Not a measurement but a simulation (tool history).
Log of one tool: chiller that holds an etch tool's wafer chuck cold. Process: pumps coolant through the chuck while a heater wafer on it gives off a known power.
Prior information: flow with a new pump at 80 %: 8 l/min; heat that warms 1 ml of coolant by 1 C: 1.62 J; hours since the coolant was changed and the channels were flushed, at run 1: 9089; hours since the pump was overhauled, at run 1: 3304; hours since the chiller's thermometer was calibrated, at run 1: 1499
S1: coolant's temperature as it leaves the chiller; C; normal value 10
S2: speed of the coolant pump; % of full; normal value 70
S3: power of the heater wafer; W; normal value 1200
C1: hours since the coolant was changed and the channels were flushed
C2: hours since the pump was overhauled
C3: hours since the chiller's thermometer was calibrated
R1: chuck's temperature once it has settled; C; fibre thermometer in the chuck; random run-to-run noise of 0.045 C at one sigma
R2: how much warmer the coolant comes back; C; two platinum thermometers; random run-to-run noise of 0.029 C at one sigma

run 1 day=0.000 | S1=10 S2=70 S3=1200 | C1=9089 C2=3304 C3=1499 | R1=20.46 R2=6.56
run 2 day=4.138 | S1=10 S2=70 S3=1200 | C1=9188 C2=3403 C3=1599 | R1=20.54 R2=6.58
run 3 day=10.192 | S1=10 S2=70 S3=1200 | C1=9333 C2=3548 C3=1744 | R1=20.43 R2=6.55
run 4 day=13.629 | S1=10 S2=70 S3=1200 | C1=9416 C2=3631 C3=1826 | R1=20.57 R2=6.53
run 5 day=18.717 | S1=1 S2=70 S3=1200 | C1=9538 C2=3753 C3=1948 | R1=11.50 R2=6.52
-- day=23.021 coolant changed, channels flushed
run 6 day=26.042 | S1=1 S2=70 S3=1200 | C1=73 C2=3923 C3=2118 | R1=10.96 R2=6.57
run 7 day=32.133 | S1=10 S2=70 S3=1482 | C1=219 C2=4069 C3=2264 | R1=22.23 R2=8.13
run 8 day=39.383 | S1=10 S2=70 S3=1200 | C1=393 C2=4243 C3=2438 | R1=19.92 R2=6.58
run 9 day=44.421 | S1=10 S2=70 S3=1200 | C1=514 C2=4364 C3=2559 | R1=19.91 R2=6.64
run 10 day=51.817 | S1=10 S2=70 S3=1200 | C1=691 C2=4541 C3=2737 | R1=19.91 R2=6.63
-- day=52.304 chiller's thermometer calibrated
run 11 day=57.875 | S1=10 S2=70 S3=1200 | C1=836 C2=4686 C3=134 | R1=19.72 R2=6.59
run 12 day=63.900 | S1=10 S2=70 S3=1200 | C1=980 C2=4830 C3=278 | R1=19.74 R2=6.62
-- day=67.962 chiller's thermometer calibrated, once more
run 13 day=67.962 | S1=10 S2=70 S3=1200 | C1=1077 C2=4927 C3=0 | R1=20.23 R2=6.63
run 14 day=72.712 | S1=10 S2=70 S3=1200 | C1=1191 C2=5041 C3=114 | R1=20.22 R2=6.67
run 15 day=76.608 | S1=10 S2=70 S3=1200 | C1=1284 C2=5134 C3=208 | R1=20.40 R2=6.60

Run 16 has not been measured yet. What should we expect?
run 16 day=84.912 | S1=10 S2=70 S3=1200 | C1=1483 C2=5334 C3=407 | R1=? R2=?

{"run 16": {"R1": 20.34, "R2": 6.65}}
If the tool had no hidden condition, the same run with the same run-to-run variation would have returned R1 20.00 C, R2 6.46 C.
